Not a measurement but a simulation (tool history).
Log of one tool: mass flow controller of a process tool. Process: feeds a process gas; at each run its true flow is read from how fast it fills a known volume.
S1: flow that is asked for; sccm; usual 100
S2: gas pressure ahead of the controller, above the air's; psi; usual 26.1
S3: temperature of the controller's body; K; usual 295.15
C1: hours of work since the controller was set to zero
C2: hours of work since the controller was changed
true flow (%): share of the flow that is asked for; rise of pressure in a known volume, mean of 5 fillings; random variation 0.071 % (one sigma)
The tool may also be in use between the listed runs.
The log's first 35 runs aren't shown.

run 36 hour=5476.2 | S1=155 S2=22.8 S3=295.15 | C1=845 C2=845 | true_flow_(%)=100
run 37 hour=5649.4 | S1=155 S2=22.8 S3=295.15 | C1=956 C2=956 | true_flow_(%)=99.96
run 38 hour=5795.6 | S1=155 S2=22.8 S3=295.15 | C1=1050 C2=1050 | true_flow_(%)=99.98
run 39 hour=6007.1 | S1=36 S2=25.7 S3=298.15 | C1=1185 C2=1185 | true_flow_(%)=99.48
run 40 hour=6170.8 | S1=100 S2=30.3 S3=295.15 | C1=1290 C2=1290 | true_flow_(%)=99.96
run 41 hour=6379 | S1=100 S2=31.2 S3=302.15 | C1=1423 C2=1423 | true_flow_(%)=99.68
run 42 hour=6484.9 | S1=100 S2=31.2 S3=302.15 | C1=1491 C2=1491 | true_flow_(%)=99.45
run 43 hour=6620.2 | S1=22 S2=26.1 S3=310.15 | C1=1577 C2=1577 | true_flow_(%)=98.62
run 44 hour=6800.7 | S1=25 S2=24.4 S3=295.15 | C1=1693 C2=1693 | true_flow_(%)=99.55
run 45 hour=7005.4 | S1=25 S2=24.4 S3=295.15 | C1=1824 C2=1824 | true_flow_(%)=99.68
run 46 hour=7172.4 | S1=100 S2=26.1 S3=304.15 | C1=1931 C2=1931 | true_flow_(%)=99.43
run 47 hour=7361 | S1=100 S2=40.2 S3=295.15 | C1=2051 C2=2051 | true_flow_(%)=100.28
run 48 hour=7547.3 | S1=89 S2=34.2 S3=297.15 | C1=2171 C2=2171 | true_flow_(%)=99.92

3 ways to go on from here, each from the tool as it stands after run 48. What would each give?
run A hour=7721.4 | S1=100 S2=26.1 S3=296.15 | C1=2282 C2=2282 | true_flow_(%)=?
run B hour=7721.4 | S1=100 S2=31.5 S3=295.15 | C1=2282 C2=2282 | true_flow_(%)=?
run C hour=7721.4 | S1=57 S2=20.7 S3=301.15 | C1=2282 C2=2282 | true_flow_(%)=?

run=A true_flow_(%)=99.83
run=B true_flow_(%)=99.93
run=C true_flow_(%)=99.41
Without the tool's hidden state the same runs would have given:
run=A true_flow_(%)=99.83
run=B true_flow_(%)=99.94
run=C true_flow_(%)=99.43
